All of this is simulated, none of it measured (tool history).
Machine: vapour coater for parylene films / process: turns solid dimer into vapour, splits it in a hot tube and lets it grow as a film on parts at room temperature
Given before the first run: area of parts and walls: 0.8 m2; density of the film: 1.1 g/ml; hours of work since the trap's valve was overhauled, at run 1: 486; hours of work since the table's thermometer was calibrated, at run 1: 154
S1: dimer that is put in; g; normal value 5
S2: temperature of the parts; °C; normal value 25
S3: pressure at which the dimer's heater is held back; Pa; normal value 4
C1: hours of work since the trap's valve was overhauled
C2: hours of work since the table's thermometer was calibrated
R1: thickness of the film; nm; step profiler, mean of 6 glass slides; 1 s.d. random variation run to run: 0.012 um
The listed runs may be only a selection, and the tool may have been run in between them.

run   hour  S1  S2     S3   C1   C2    R1
  1      0   5  25      4  486  154  3100
  2   13.8   2  25      4  494  163  1250
  3   25.4   2  25      4  501  169  1220
  4   34.9   2  25      4  507  175  1230
      45.4  -- trap's valve overhauled
  5   53.1   2  25      4    5  184  1250
  6   63.2   3  25      4   11  190  1850
  7   74.5   3  25      4   17  196  1880
  8   86.6   3  25      4   25  204  1860
  9    100   4  25      4   33  212  2480
 10  116.6   4  25      4   43  222  2440
 11  126.9   5  25   8.64   49  228  2560
 12  135.7   5  25    8.8   54  233  2560
 13  150.1   5  25      4   62  242  3070
 14  162.6   5  25      4   70  249  3070
 15  172.5   4  25   3.49   76  255  2530
 16  189.3   2  18      2   86  265  1680
 17  204.6   5  33      4   95  274  2560
     218.7  -- gauge calibrated
 18  221.2   8  27   5.46  105  284  4450
 19  235.4   8  27   5.46  113  292  4410
 20  248.5   8  27   5.46  121  300  4400
 21  261.7   5  25  10.04  129  308  2490
 22  275.5   2  25   6.16  137  316  1110
 23  285.8   2  25   6.16  144  323  1120
 24  293.8   2  25   6.16  148  327  1120
 25    308   2  25   6.16  157  336  1110
 26  322.9   5  25   5.14  166  345  2900
 27  336.9   5  25   5.14  174  353  2900

Expected results for the next run?
 28  347.7   4  20  7.33  181  360   ?

{"run 28": {"R1": 2380}}
If the tool had no hidden condition, the same run with the same run-to-run variation would have returned R1 2410 nm.
